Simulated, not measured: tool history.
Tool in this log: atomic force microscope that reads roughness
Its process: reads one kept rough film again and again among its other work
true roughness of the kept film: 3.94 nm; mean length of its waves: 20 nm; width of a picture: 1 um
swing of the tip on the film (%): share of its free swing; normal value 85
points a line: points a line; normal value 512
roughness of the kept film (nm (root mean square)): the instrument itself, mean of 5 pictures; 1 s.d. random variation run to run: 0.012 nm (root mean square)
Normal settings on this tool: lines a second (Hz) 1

run	hour	lines a second (Hz)	swing of the tip on the film (%)	points a line	roughness of the kept film (nm (root mean square))
1	0	1	85	512	1.74
2	31	1	85	512	1.686
3	52.2	1	85	512	1.651
4	74.2	1	79	512	1.66
5	93.8	1	85	512	1.582
6	123.9	1	85	512	1.523
# hour 126.6: height scale calibrated on a step standard
7	137.9	1	57	512	1.622
8	167.6	1	83	512	1.478
# hour 181.9: new tip fitted
9	186.1	0.71	56	512	2.947
10	209.4	0.71	56	512	2.862
11	223.2	0.71	56	512	2.77
12	250.7	0.71	82	684	2.527
13	280	3.59	82	437	1.91

Below are 5 alternative next runs, each starting from the tool's condition after run 13. Predict each:
# hour 297.9: height scale calibrated on a step standard, once more
A	298	0.86	59	367	?
# hour 297.9: height scale calibrated on a step standard, once more
B	298	3.59	66	937	?
# hour 297.9: height scale calibrated on a step standard, once more
C	298	1.5	60	267	?
# hour 297.9: height scale calibrated on a step standard, once more
D	298	1.13	68	341	?
# hour 297.9: height scale calibrated on a step standard, once more
E	298	3.59	82	446	?

run	roughness of the kept film (nm (root mean square))
A	2.429
B	2.224
C	2.342
D	2.356
E	1.877
With the hidden condition removed and each run's random variation left untouched, the same runs would have given:
run	roughness of the kept film (nm (root mean square))
A	2.979
B	2.726
C	2.873
D	2.89
E	2.302
